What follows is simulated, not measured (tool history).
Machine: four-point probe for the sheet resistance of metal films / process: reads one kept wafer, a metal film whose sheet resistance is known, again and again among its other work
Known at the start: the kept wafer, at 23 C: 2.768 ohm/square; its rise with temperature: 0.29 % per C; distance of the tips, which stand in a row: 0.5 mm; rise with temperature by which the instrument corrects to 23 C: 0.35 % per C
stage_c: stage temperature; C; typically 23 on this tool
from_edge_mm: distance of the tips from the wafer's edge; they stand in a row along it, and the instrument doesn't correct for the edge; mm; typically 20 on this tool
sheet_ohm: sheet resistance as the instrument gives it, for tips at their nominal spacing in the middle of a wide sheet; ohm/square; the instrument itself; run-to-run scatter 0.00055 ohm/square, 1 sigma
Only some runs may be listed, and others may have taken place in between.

run 1 day=0 | stage_c=23 from_edge_mm=20 | sheet_ohm=2.790066
run 2 day=0.788 | stage_c=23 from_edge_mm=20 | sheet_ohm=2.788422
run 3 day=1.225 | stage_c=23 from_edge_mm=20 | sheet_ohm=2.789419
run 4 day=1.929 | stage_c=23 from_edge_mm=20 | sheet_ohm=2.788628
run 5 day=2.508 | stage_c=23 from_edge_mm=20 | sheet_ohm=2.788988
run 6 day=3.225 | stage_c=19 from_edge_mm=20 | sheet_ohm=2.794766
run 7 day=3.979 | stage_c=19 from_edge_mm=20 | sheet_ohm=2.795654
run 8 day=4.754 | stage_c=19 from_edge_mm=25 | sheet_ohm=2.795513
run 9 day=5.3 | stage_c=21 from_edge_mm=20 | sheet_ohm=2.792243
run 10 day=6.008 | stage_c=21 from_edge_mm=20 | sheet_ohm=2.791845
run 11 day=6.5 | stage_c=23 from_edge_mm=4 | sheet_ohm=2.811942
run 12 day=6.883 | stage_c=29 from_edge_mm=20 | sheet_ohm=2.780332
run 13 day=7.671 | stage_c=29 from_edge_mm=20 | sheet_ohm=2.781719
run 14 day=8.262 | stage_c=29 from_edge_mm=20 | sheet_ohm=2.780918
run 15 day=8.646 | stage_c=29 from_edge_mm=20 | sheet_ohm=2.78089
run 16 day=9.279 | stage_c=29 from_edge_mm=20 | sheet_ohm=2.781638
run 17 day=9.967 | stage_c=29 from_edge_mm=20 | sheet_ohm=2.782167
run 18 day=10.383 | stage_c=23 from_edge_mm=16 | sheet_ohm=2.791584
run 19 day=10.842 | stage_c=25 from_edge_mm=16 | sheet_ohm=2.788741
run 20 day=11.529 | stage_c=23 from_edge_mm=15 | sheet_ohm=2.791349
run 21 day=12.208 | stage_c=23 from_edge_mm=15 | sheet_ohm=2.79148
run 22 day=12.588 | stage_c=23 from_edge_mm=15 | sheet_ohm=2.790922
run 23 day=12.942 | stage_c=23 from_edge_mm=15 | sheet_ohm=2.791296
run 24 day=13.275 | stage_c=30 from_edge_mm=7 | sheet_ohm=2.786554
run 25 day=13.733 | stage_c=20 from_edge_mm=8 | sheet_ohm=2.80177
run 26 day=14.317 | stage_c=23 from_edge_mm=17 | sheet_ohm=2.7919
run 27 day=14.954 | stage_c=18 from_edge_mm=32 | sheet_ohm=2.798627
run 28 day=15.642 | stage_c=20 from_edge_mm=46 | sheet_ohm=2.795701
run 29 day=16.342 | stage_c=20 from_edge_mm=5 | sheet_ohm=2.809898
run 30 day=16.983 | stage_c=20 from_edge_mm=5 | sheet_ohm=2.810098
run 31 day=17.7 | stage_c=20 from_edge_mm=23 | sheet_ohm=2.795185
run 32 day=18.396 | stage_c=29 from_edge_mm=23 | sheet_ohm=2.78233
run 33 day=19.083 | stage_c=25 from_edge_mm=63 | sheet_ohm=2.787525
run 34 day=19.588 | stage_c=25 from_edge_mm=63 | sheet_ohm=2.788117
run 35 day=20.233 | stage_c=23 from_edge_mm=5 | sheet_ohm=2.806337
run 36 day=20.567 | stage_c=30 from_edge_mm=13 | sheet_ohm=2.78343
run 37 day=20.9 | stage_c=23 from_edge_mm=18 | sheet_ohm=2.792369
run 38 day=21.4 | stage_c=34 from_edge_mm=18 | sheet_ohm=2.77608
run 39 day=21.992 | stage_c=22 from_edge_mm=15 | sheet_ohm=2.794791
run 40 day=22.692 | stage_c=21 from_edge_mm=54 | sheet_ohm=2.794886
run 41 day=23.15 | stage_c=21 from_edge_mm=54 | sheet_ohm=2.79484
run 42 day=23.892 | stage_c=21 from_edge_mm=54 | sheet_ohm=2.794607
run 43 day=24.338 | stage_c=21 from_edge_mm=54 | sheet_ohm=2.794556
run 44 day=24.958 | stage_c=18 from_edge_mm=6 | sheet_ohm=2.809881

3 options for the next run, each taken on its own from the tool as it stands now. Forecast them:
run A day=25.742 | stage_c=30 from_edge_mm=17 | sheet_ohm=?
run B day=25.742 | stage_c=26 from_edge_mm=20 | sheet_ohm=?
run C day=25.742 | stage_c=22 from_edge_mm=7 | sheet_ohm=?

run=A sheet_ohm=2.782319
run=B sheet_ohm=2.789156
run=C sheet_ohm=2.801466
What these runs would have given with no unlogged condition in the tool:
run=A sheet_ohm=2.75855
run=B sheet_ohm=2.765275
run=C sheet_ohm=2.77743
